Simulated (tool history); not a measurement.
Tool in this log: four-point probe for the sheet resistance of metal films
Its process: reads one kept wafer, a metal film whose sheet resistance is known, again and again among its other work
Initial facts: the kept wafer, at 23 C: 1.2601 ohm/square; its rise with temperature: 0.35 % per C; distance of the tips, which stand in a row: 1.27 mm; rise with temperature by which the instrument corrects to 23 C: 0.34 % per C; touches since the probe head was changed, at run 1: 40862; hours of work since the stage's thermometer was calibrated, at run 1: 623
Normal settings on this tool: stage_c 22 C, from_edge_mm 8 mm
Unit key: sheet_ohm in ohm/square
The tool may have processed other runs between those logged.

run,day,stage_c,from_edge_mm,touches since the probe head was changed,hours of work since the stage's thermometer was calibrated,sheet_ohm
1,0.000,22,8,40862,623,1.276656
2,1.488,22,8,41916,650,1.277457
3,3.533,22,8,43368,687,1.276599
4,4.396,22,8,43979,703,1.276690
5,6.171,22,8,45236,736,1.276733
6,7.404,22,8,46112,759,1.276604
7,8.771,22,8,47079,784,1.276638
8,10.629,22,8,48395,818,1.276646
9,12.200,22,8,49510,847,1.276288
10,13.050,22,24,50113,862,1.261423
11,14.600,31,24,51213,891,1.263685
12,15.779,31,24,52049,913,1.264052
13,16.879,22,8,52826,933,1.276417
14,17.758,22,8,53450,949,1.277583
15,18.996,22,8,54328,972,1.276903
16,20.600,22,8,55465,1001,1.276966
17,22.275,22,8,56653,1032,1.277020
18,24.012,22,45,57885,1064,1.260290
19,24.967,22,8,58560,1081,1.276604
20,25.875,22,6,59203,1098,1.289640
21,27.092,22,6,60065,1120,1.289361
22,28.967,22,6,61395,1155,1.290106
23,30.050,20,72,62164,1175,1.259453
24,31.483,22,29,63179,1201,1.261432
25,32.825,26,4,64129,1226,1.325930
26,34.896,18,40,65597,1264,1.259344
27,36.900,18,29,67018,1301,1.259884
28,38.100,18,29,67871,1323,1.260276
29,39.896,18,29,69142,1356,1.259914
30,40.833,18,29,69807,1373,1.260184
31,42.421,18,29,70933,1402,1.260120
32,44.079,31,4,72109,1433,1.326922
33,46.104,31,4,73544,1470,1.326883
# day 47.421: stage's thermometer calibrated
34,47.421,31,4,74463,0,1.326843
35,49.338,22,11,75820,35,1.268922
36,51.229,22,11,77161,70,1.268601
37,52.800,19,69,78276,99,1.259122
38,54.438,34,56,79436,129,1.263261
39,55.458,34,31,80160,148,1.263587
40,57.012,34,31,81262,176,1.263495
41,59.033,20,3,82694,213,1.369248
42,60.217,25,7,83531,235,1.283238
43,61.304,25,7,84304,255,1.282669
44,63.258,22,32,85689,291,1.261130

For each entry between runs, how does the tool's hidden state at the last listed run before it compare with that at the first listed run after it?
Run 33 -> run 34: stage's thermometer calibrated (day 47.421)
  the hidden state is the same at both runs
